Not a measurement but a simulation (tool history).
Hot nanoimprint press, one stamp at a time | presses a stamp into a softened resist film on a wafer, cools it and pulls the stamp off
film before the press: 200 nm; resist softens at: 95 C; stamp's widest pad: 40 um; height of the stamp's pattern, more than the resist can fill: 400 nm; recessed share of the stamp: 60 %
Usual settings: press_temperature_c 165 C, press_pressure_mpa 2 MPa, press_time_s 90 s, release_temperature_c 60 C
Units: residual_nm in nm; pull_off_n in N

run    hour  press_temperature_c  press_pressure_mpa  press_time_s  release_temperature_c  residual_nm  pull_off_n
  1       0                  165                   2            90                     60         98.2         262
  2    69.7                  165                   2            90                     60         98.6         261
       89.9  -- stamp cleaned and given a new release coat
  3   150.4                  165                   2            90                     60         97.8         226
      201.9  -- plate thermocouple calibrated
  4   202.3                  158                   2            90                     60        124.1         245
  5   265.5                  158                   2            90                     60        123.9         251
  6   347.3                  158                   2            90                     60          124         272
      358.8  -- stamp cleaned and given a new release coat
  7   427.5                  158                   2            90                     60          123         232
  8     464                  165                   2           147                     60         82.3         239
      512.1  -- press's hydraulic seals changed and the load cell set to zero
  9   548.1                  165                   2            90                     60         96.4         255
 10   618.3                  165                   2            90                     60         96.6         269
      632.5  -- stamp cleaned and given a new release coat
 11   685.7                  165                   2            90                     60           95         223
 12   740.5                  165                   2            90                     60         95.9         239
      792.6  -- plate thermocouple calibrated
 13     799                  165                   2            90                     60         99.4         257
 14   881.2                  165                   2            90                     60           98         266
      898.5  -- stamp cleaned and given a new release coat
 15     932                  165                   2            90                     60         98.4         228
 16   982.9                  165                   2           123                     56         86.9         260
 17  1052.8                  165                   2           123                     56         86.4         265
 18  1100.9                  154                1.26            80                     46          156         334
 19  1143.1                  154                1.26            80                     46        154.8         342
       1162  -- stamp cleaned and given a new release coat
 20  1225.3                  160                1.59            68                     63        132.6         221
 21  1270.7                  155                1.59            68                     51        149.3         280
 22  1356.6                  155                1.59            68                     51        149.2         301
     1373.1  -- plate thermocouple calibrated
 23  1397.6                  163                   2           111                     60         98.4         272
     1428.1  -- stamp cleaned and given a new release coat
 24  1472.3                  165                   2           123                     46         87.3         294
 25  1531.9                  157                   2            51                     46        146.2         306
 26  1610.8                  157                   2            51                     46        144.5         325
 27  1673.5                  157                2.21            51                     52          141         311
     1693.7  -- stamp cleaned and given a new release coat
 28  1758.5                  157                2.21            51                     52        141.1         266
 29  1811.8                  157                2.21            51                     52        141.5         275

3 ways to go on from here, each from the tool as it stands after run 29. What would each give?
  A  1859.5                  166                2.21           125                     60            ?           ?
  B  1859.5                  157                2.21            51                     62            ?           ?
  C  1859.5                  157                2.21            51                     62            ?           ?

run  residual_nm  pull_off_n
  A         79.6         235
  B        141.1         233
  C        141.4         241
Without the tool's hidden state the same runs would have given:
run  residual_nm  pull_off_n
  A         80.7         210
  B        142.6         209
  C        142.9         216

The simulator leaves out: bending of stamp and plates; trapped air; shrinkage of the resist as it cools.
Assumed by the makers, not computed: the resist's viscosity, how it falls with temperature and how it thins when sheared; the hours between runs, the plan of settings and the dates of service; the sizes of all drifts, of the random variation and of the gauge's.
